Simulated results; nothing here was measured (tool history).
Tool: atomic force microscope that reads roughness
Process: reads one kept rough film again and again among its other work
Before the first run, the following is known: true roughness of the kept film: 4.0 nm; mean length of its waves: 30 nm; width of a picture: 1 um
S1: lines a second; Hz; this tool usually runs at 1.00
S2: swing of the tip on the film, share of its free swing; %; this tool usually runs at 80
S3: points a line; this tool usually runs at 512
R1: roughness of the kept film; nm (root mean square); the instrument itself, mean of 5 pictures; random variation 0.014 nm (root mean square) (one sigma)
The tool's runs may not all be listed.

run	hour	S1	S2	S3	R1
1	0.0	1.00	80	512	3.052
# hour 16.3: new tip fitted
2	16.3	1.00	80	512	3.422
3	34.2	1.00	80	512	3.316
4	59.0	1.00	80	512	3.147
5	74.3	1.00	59	512	3.147
6	92.5	0.81	59	512	3.064
# hour 94.4: new tip fitted
7	115.0	1.00	80	543	3.269
8	137.6	1.00	80	512	3.104
9	165.6	1.00	80	512	2.980
# hour 174.1: new tip fitted
10	189.3	1.00	80	512	3.338
11	208.3	1.00	87	512	3.178
12	229.1	2.08	80	512	2.991
13	242.9	2.08	80	512	2.944
# hour 251.8: new tip fitted
14	271.0	1.00	80	512	3.306
15	298.8	1.00	80	512	3.130
16	328.4	1.00	80	758	2.974
# hour 330.9: new tip fitted
17	349.9	1.00	80	758	3.288
18	367.2	3.23	80	758	2.994
# hour 370.9: height scale calibrated on a step standard
19	386.4	1.00	80	836	3.069
20	406.1	1.00	80	836	2.994
# hour 410.7: new tip fitted
21	429.4	1.00	80	836	3.303
22	456.2	1.00	80	836	3.114
# hour 477.4: height scale calibrated on a step standard, once more
23	477.4	0.81	70	879	3.092
# hour 489.4: new tip fitted
24	496.4	0.90	77	946	3.427
25	520.3	0.90	77	946	3.263
26	549.5	3.41	79	952	2.892
27	566.4	0.78	86	961	2.964
# hour 569.7: new tip fitted
28	587.2	3.08	86	961	3.040
29	599.3	3.08	72	816	3.126
30	623.9	1.00	80	712	3.098

3 ways to go on from here, each from the tool as it stands after run 30. What would each give?
A	636.7	2.54	71	712	?
B	636.7	1.00	80	334	?
C	636.7	2.60	80	512	?

run	R1
A	2.952
B	2.965
C	2.865
What these runs would have given with no unlogged condition in the tool:
run	R1
A	3.390
B	3.405
C	3.291

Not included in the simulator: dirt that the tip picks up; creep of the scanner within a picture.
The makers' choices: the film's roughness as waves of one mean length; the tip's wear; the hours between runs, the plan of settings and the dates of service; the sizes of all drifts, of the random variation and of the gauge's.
